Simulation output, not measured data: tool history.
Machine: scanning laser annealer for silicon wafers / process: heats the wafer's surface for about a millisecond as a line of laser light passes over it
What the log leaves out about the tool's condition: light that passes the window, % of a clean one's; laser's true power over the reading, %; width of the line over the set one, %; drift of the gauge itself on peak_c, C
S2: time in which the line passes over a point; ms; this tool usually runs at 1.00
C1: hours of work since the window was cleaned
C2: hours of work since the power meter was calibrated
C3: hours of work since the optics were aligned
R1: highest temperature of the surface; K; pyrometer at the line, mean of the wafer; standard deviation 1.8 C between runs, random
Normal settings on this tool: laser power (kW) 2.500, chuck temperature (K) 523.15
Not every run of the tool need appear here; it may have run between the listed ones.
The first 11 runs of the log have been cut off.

run 12 day=4.788 | laser_power_(kW)=2.500 S2=1.00 chuck_temperature_(K)=522.15 | C1=147 C2=441 C3=11 | R1=1325.15
run 13 day=5.267 | laser_power_(kW)=2.500 S2=1.00 chuck_temperature_(K)=522.15 | C1=154 C2=449 C3=19 | R1=1325.15
run 14 day=5.692 | laser_power_(kW)=2.500 S2=1.00 chuck_temperature_(K)=522.15 | C1=161 C2=456 C3=25 | R1=1325.15
run 15 day=6.308 | laser_power_(kW)=2.500 S2=1.00 chuck_temperature_(K)=523.15 | C1=172 C2=466 C3=36 | R1=1328.15
-- day=6.475 laser's power meter calibrated
run 16 day=6.954 | laser_power_(kW)=2.465 S2=1.00 chuck_temperature_(K)=523.15 | C1=180 C2=8 C3=44 | R1=1310.15
run 17 day=7.304 | laser_power_(kW)=2.500 S2=1.00 chuck_temperature_(K)=523.15 | C1=186 C2=14 C3=50 | R1=1322.15
run 18 day=7.767 | laser_power_(kW)=2.500 S2=1.00 chuck_temperature_(K)=523.15 | C1=193 C2=21 C3=57 | R1=1320.15
run 19 day=8.088 | laser_power_(kW)=2.500 S2=1.00 chuck_temperature_(K)=523.15 | C1=199 C2=26 C3=63 | R1=1320.15
run 20 day=8.525 | laser_power_(kW)=2.500 S2=1.00 chuck_temperature_(K)=523.15 | C1=206 C2=34 C3=70 | R1=1320.15
-- day=8.708 laser's power meter calibrated, once more
run 21 day=9.179 | laser_power_(kW)=2.500 S2=1.00 chuck_temperature_(K)=523.15 | C1=215 C2=8 C3=79 | R1=1323.15
run 22 day=9.496 | laser_power_(kW)=2.327 S2=1.21 chuck_temperature_(K)=501.15 | C1=220 C2=13 C3=84 | R1=1299.15
run 23 day=9.796 | laser_power_(kW)=2.327 S2=1.21 chuck_temperature_(K)=501.15 | C1=225 C2=18 C3=89 | R1=1299.15
run 24 day=10.200 | laser_power_(kW)=2.327 S2=1.21 chuck_temperature_(K)=501.15 | C1=231 C2=25 C3=95 | R1=1303.15
run 25 day=10.788 | laser_power_(kW)=2.327 S2=1.21 chuck_temperature_(K)=501.15 | C1=241 C2=34 C3=105 | R1=1299.15
run 26 day=11.367 | laser_power_(kW)=2.327 S2=1.21 chuck_temperature_(K)=501.15 | C1=250 C2=44 C3=115 | R1=1297.15
run 27 day=11.817 | laser_power_(kW)=2.327 S2=1.21 chuck_temperature_(K)=501.15 | C1=258 C2=51 C3=122 | R1=1296.15
run 28 day=12.183 | laser_power_(kW)=2.527 S2=1.23 chuck_temperature_(K)=525.15 | C1=264 C2=57 C3=128 | R1=1410.15
run 29 day=12.646 | laser_power_(kW)=2.500 S2=0.89 chuck_temperature_(K)=508.15 | C1=271 C2=65 C3=136 | R1=1263.15
run 30 day=13.192 | laser_power_(kW)=2.411 S2=1.22 chuck_temperature_(K)=563.15 | C1=280 C2=74 C3=145 | R1=1395.15
run 31 day=13.500 | laser_power_(kW)=2.411 S2=1.22 chuck_temperature_(K)=563.15 | C1=285 C2=79 C3=150 | R1=1393.15
run 32 day=13.996 | laser_power_(kW)=2.500 S2=0.75 chuck_temperature_(K)=490.15 | C1=294 C2=87 C3=158 | R1=1180.15
run 33 day=14.354 | laser_power_(kW)=2.468 S2=1.00 chuck_temperature_(K)=523.15 | C1=299 C2=93 C3=164 | R1=1300.15
run 34 day=14.858 | laser_power_(kW)=2.744 S2=0.87 chuck_temperature_(K)=523.15 | C1=308 C2=101 C3=172 | R1=1347.15
run 35 day=15.129 | laser_power_(kW)=2.310 S2=0.89 chuck_temperature_(K)=523.15 | C1=312 C2=105 C3=176 | R1=1203.15

Estimate the outcome of run 36 from the log above:
run 36 day=15.421 | laser_power_(kW)=2.500 S2=1.20 chuck_temperature_(K)=484.15 | C1=317 C2=110 C3=181 | R1=?

{"run 36": {"R1": 1341.15}}
If the tool had no hidden condition, the same run with the same run-to-run variation would have returned R1 1381.15 K.

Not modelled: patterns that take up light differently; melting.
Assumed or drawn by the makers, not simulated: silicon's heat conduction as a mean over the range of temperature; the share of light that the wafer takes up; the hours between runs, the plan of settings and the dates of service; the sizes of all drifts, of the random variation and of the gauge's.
